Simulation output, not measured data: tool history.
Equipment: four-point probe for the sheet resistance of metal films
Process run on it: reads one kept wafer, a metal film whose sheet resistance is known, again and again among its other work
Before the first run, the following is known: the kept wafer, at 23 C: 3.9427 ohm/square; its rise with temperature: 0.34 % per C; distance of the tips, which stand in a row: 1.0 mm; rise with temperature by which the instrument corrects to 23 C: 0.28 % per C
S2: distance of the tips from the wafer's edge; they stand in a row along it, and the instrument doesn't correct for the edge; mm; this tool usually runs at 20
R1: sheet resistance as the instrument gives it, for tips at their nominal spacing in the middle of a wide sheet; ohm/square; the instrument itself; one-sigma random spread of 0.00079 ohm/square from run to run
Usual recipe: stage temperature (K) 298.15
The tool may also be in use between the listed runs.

{"run": 1, "hour": 0.0, "stage temperature (K)": 298.15, "S2": 20, "R1": 3.928878}
{"run": 2, "hour": 49.8, "stage temperature (K)": 298.15, "S2": 33, "R1": 3.925095}
{"run": 3, "hour": 95.9, "stage temperature (K)": 298.15, "S2": 33, "R1": 3.925751}
{"hour": 129.1, "done": "stage's thermometer calibrated"}
{"run": 4, "hour": 173.6, "stage temperature (K)": 298.15, "S2": 33, "R1": 3.922139}
{"run": 5, "hour": 231.5, "stage temperature (K)": 306.15, "S2": 20, "R1": 3.943038}
{"run": 6, "hour": 313.1, "stage temperature (K)": 298.15, "S2": 20, "R1": 3.923486}
{"run": 7, "hour": 369.6, "stage temperature (K)": 298.15, "S2": 20, "R1": 3.921816}
{"run": 8, "hour": 450.9, "stage temperature (K)": 298.15, "S2": 20, "R1": 3.920814}
{"hour": 521.7, "done": "stage's thermometer calibrated, once more"}
{"run": 9, "hour": 530.8, "stage temperature (K)": 298.15, "S2": 34, "R1": 3.922675}
{"run": 10, "hour": 597.9, "stage temperature (K)": 298.15, "S2": 34, "R1": 3.920835}
{"run": 11, "hour": 654.2, "stage temperature (K)": 298.15, "S2": 34, "R1": 3.919091}
{"run": 12, "hour": 714.8, "stage temperature (K)": 293.15, "S2": 25, "R1": 3.908807}
{"run": 13, "hour": 761.9, "stage temperature (K)": 293.15, "S2": 25, "R1": 3.908313}

Branching from run 13: 5 alternative next runs. What would each branch give?
{"run": "A", "hour": 832.9, "stage temperature (K)": 306.15, "S2": 25, "R1": "?"}
{"run": "B", "hour": 832.9, "stage temperature (K)": 297.15, "S2": 15, "R1": "?"}
{"run": "C", "hour": 832.9, "stage temperature (K)": 298.15, "S2": 35, "R1": "?"}
{"run": "D", "hour": 832.9, "stage temperature (K)": 303.15, "S2": 20, "R1": "?"}
{"run": "E", "hour": 832.9, "stage temperature (K)": 302.15, "S2": 5, "R1": "?"}

run=A R1=3.938265
run=B R1=3.922669
run=C R1=3.915891
run=D R1=3.932686
run=E R1=4.007766
Take away the tool's hidden state, keep each run's random variation, and the runs would have read:
run=A R1=3.970389
run=B R1=3.954697
run=C R1=3.947864
run=D R1=3.964775
run=E R1=4.040423

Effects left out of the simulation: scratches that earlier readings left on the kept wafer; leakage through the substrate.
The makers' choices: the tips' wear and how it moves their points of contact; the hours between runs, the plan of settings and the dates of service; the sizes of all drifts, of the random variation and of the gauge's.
